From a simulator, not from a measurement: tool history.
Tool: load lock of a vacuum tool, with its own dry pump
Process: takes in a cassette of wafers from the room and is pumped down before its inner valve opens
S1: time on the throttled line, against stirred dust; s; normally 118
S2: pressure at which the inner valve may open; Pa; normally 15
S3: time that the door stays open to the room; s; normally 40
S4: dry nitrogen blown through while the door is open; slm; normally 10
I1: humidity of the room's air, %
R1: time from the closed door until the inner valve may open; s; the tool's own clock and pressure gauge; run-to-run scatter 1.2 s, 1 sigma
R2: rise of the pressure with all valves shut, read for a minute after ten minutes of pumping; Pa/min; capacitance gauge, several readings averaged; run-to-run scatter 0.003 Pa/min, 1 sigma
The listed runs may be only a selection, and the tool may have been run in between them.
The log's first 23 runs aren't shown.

Run 24, hour 5819.5: usual settings but S1 68 s, S3 61 s, S4 4 slm; I1 46.6. Result: R1 175.5 s, R2 0.213 Pa/min.
Run 25, hour 6007.2: usual settings but S1 91 s, S2 18 Pa; I1 44.9. Result: R1 190.5 s, R2 0.205 Pa/min.
Run 26, hour 6160.5: usual settings but S1 231 s, S2 30 Pa, S3 85 s, S4 7 slm; I1 48.5. Result: R1 296.8 s, R2 0.225 Pa/min.
Run 27, hour 6460.3: usual settings but S1 231 s, S2 30 Pa, S3 85 s, S4 7 slm; I1 44.3. Result: R1 296.8 s, R2 0.222 Pa/min.
Run 28, hour 6812.6: usual settings but S1 139 s, S2 19 Pa, S3 107 s, S4 7 slm; I1 45.9. Result: R1 232.4 s, R2 0.237 Pa/min.
Run 29, hour 7131.4: usual settings but S1 116 s, S2 19 Pa, S3 107 s, S4 7 slm; I1 42.8. Result: R1 210.7 s, R2 0.234 Pa/min.
Run 30, hour 7450.1: usual settings but S1 70 s, S2 19 Pa, S3 107 s, S4 7 slm; I1 41.4. Result: R1 175 s, R2 0.246 Pa/min.
Run 31, hour 7684.7: usual settings but S1 104 s, S2 23 Pa; I1 46.6. Result: R1 205.3 s, R2 0.222 Pa/min.
Run 32, hour 8026.7: usual settings but S3 205 s, S4 8 slm; I1 43.9. Result: R1 218.4 s, R2 0.281 Pa/min.
Run 33, hour 8371.1: usual settings but S3 26 s, S4 7 slm; I1 45.8. Result: R1 220.9 s, R2 0.245 Pa/min.
Run 34, hour 8709.4: usual settings but S2 12 Pa, S4 5 slm; I1 41.8. Result: R1 227.8 s, R2 0.252 Pa/min.
Run 35, hour 8872: usual settings but S2 12 Pa, S4 5 slm; I1 41.3. Result: R1 223.6 s, R2 0.253 Pa/min.
Run 36, hour 9058: usual settings but S1 101 s, S2 13 Pa, S3 142 s, S4 37 slm; I1 44.3. Result: R1 209.9 s, R2 0.27 Pa/min.

Each row is a separate what-if for the run after 36, all from the same tool condition, not one after another. Results?
Run A, hour 9408.6: usual settings but S3 97 s, S4 40 slm; I1 41.4. Result: R1 ?, R2 ?.
Run B, hour 9408.6: usual settings but S1 86 s, S3 157 s; I1 46.9. Result: R1 ?, R2 ?.
Run C, hour 9408.6: usual settings but S1 92 s, S2 13 Pa, S3 142 s, S4 15 slm; I1 44.5. Result: R1 ?, R2 ?.
Run D, hour 9408.6: usual settings but S2 12 Pa; I1 42.8. Result: R1 ?, R2 ?.

run     R1     R2
  A  221.6  0.258
  B  196.3  0.299
  C    203  0.293
  D  224.9   0.26
The same runs, with their run-to-run variation unchanged, on a tool lacking any hidden condition would have given:
run     R1     R2
  A  213.9  0.025
  B  188.1   0.07
  C  194.7  0.055
  D    217  0.025
